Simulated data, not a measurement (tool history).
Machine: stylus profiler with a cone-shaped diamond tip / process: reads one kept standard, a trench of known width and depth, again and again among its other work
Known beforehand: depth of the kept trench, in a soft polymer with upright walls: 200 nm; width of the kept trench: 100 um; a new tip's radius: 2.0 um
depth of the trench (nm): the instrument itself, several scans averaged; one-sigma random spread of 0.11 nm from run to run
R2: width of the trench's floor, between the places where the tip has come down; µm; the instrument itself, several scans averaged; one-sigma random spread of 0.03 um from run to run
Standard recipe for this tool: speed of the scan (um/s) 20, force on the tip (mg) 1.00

{"run": 1, "hour": 0.0, "speed of the scan (um/s)": 20, "force on the tip (mg)": 1.0, "depth of the trench (nm)": 200.8, "R2": 98.02}
{"run": 2, "hour": 6.8, "speed of the scan (um/s)": 20, "force on the tip (mg)": 0.56, "depth of the trench (nm)": 200.53, "R2": 98.02}
{"run": 3, "hour": 18.8, "speed of the scan (um/s)": 20, "force on the tip (mg)": 0.56, "depth of the trench (nm)": 200.38, "R2": 98.01}
{"run": 4, "hour": 27.4, "speed of the scan (um/s)": 20, "force on the tip (mg)": 0.56, "depth of the trench (nm)": 200.58, "R2": 98.01}
{"run": 5, "hour": 37.6, "speed of the scan (um/s)": 20, "force on the tip (mg)": 1.0, "depth of the trench (nm)": 200.84, "R2": 97.99}
{"run": 6, "hour": 45.1, "speed of the scan (um/s)": 20, "force on the tip (mg)": 1.0, "depth of the trench (nm)": 200.67, "R2": 98.09}
{"run": 7, "hour": 58.1, "speed of the scan (um/s)": 20, "force on the tip (mg)": 1.0, "depth of the trench (nm)": 200.84, "R2": 98.0}
{"run": 8, "hour": 67.8, "speed of the scan (um/s)": 24, "force on the tip (mg)": 0.63, "depth of the trench (nm)": 200.4, "R2": 98.02}
{"run": 9, "hour": 80.2, "speed of the scan (um/s)": 6, "force on the tip (mg)": 0.67, "depth of the trench (nm)": 200.54, "R2": 98.06}
{"run": 10, "hour": 87.3, "speed of the scan (um/s)": 25, "force on the tip (mg)": 0.38, "depth of the trench (nm)": 200.38, "R2": 97.95}
{"run": 11, "hour": 94.4, "speed of the scan (um/s)": 5, "force on the tip (mg)": 2.66, "depth of the trench (nm)": 201.85, "R2": 98.03}
{"run": 12, "hour": 108.2, "speed of the scan (um/s)": 20, "force on the tip (mg)": 0.45, "depth of the trench (nm)": 200.44, "R2": 97.97}

Run 13, settings as shown, results not yet in. Your forecast:
{"run": 13, "hour": 115.5, "speed of the scan (um/s)": 15, "force on the tip (mg)": 1.0, "depth of the trench (nm)": "?", "R2": "?"}

depth of the trench (nm): 200.91
R2: 98.04 µm
Minus the tool's unlogged condition, the same run would have read depth of the trench (nm) 201.14, R2 98.21 µm.
